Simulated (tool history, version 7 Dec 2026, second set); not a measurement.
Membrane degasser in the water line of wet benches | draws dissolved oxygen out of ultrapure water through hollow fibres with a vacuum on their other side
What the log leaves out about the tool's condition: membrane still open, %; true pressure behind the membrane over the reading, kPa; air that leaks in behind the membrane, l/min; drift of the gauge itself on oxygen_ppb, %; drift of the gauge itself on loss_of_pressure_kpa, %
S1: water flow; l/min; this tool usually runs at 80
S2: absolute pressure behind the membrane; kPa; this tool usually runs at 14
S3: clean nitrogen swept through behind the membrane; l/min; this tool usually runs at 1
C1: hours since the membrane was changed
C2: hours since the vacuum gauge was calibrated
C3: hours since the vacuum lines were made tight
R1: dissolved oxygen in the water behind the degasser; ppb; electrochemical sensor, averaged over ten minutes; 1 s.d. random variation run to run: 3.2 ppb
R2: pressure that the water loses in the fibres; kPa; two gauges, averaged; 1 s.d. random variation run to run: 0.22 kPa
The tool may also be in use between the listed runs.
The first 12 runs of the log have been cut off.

run    hour   S1    S2    S3     C1    C2    C3      R1     R2
 13  2949.1   80    14     1   6314  1514   347  1294.4  53.69
 14  3277.6   80    28     1   6643  1842   676  2540.9  53.93
 15  3418.3   80  17.6     1   6783  1983   817    1651  53.75
 16  3732.4   80  17.6     1   7097  2297  1131  1654.9  53.85
 17  3911.4  124   9.2  1.96   7276  2476  1310   670.5  83.14
 18  4096.9   77  17.4  0.69   7462  2662  1495    1982  51.51
 19  4362.9   77  17.4  0.69   7728  2928  1761  1974.1  52.03
 20  4551.2   58  29.8  0.47   7916  3116  1949  3345.7     39
 21  4768.9  101    10  1.19   8134  3334  2167   889.3  68.47
 22  5062.1   51  28.6  1.71   8427  3627  2460  1376.7  34.27
 23  5236.8   51  28.6  1.71   8602  3801  2635    1373  34.55
 24  5558.4   77  24.2     1   8923  4123  2957  2212.2  52.21
 25  5713.7   77  12.3  0.53   9079  4278  3112  1548.6  52.01
 26  5985.1   91  33.5  0.53   9350  4550  3383  4184.6  61.71
 27  6137.2   48  10.7  1.98   9502  4702  3536   384.7  32.45
 28  6335.1   87    14  0.73   9700  4900  3733  1636.5   59.1
 29  6523.3   87  26.5  0.85   9888  5088  3922  2789.8  59.22
 30  6800.4   87  26.5  0.85  10165  5365  4199  2785.1  59.02
 31  7077.3   80    14  0.53  10442  5642  4476  1848.4  54.33
 32  7366.5   80  11.9     1  10732  5931  4765  1069.1  54.65

4 ways to go on from here, each from the tool as it stands after run 32. What would each give?
  A  7574.6  80   9.9  1.63  10940  6139  4973   ?   ?
  B  7574.6  48    14     1  10940  6139  4973   ?   ?
  C  7574.6  80  28.7     1  10940  6139  4973   ?   ?
  D  7574.6  80    14  2.73  10940  6139  4973   ?   ?

run      R1     R2
  A   605.3  54.68
  B   919.5  33.04
  C  2606.8  54.35
  D   635.6  53.97
Without the tool's unlogged condition, the same runs would have read:
run      R1     R2
  A   594.8  52.54
  B   910.7  31.75
  C  2598.5   52.2
  D   628.1  51.83
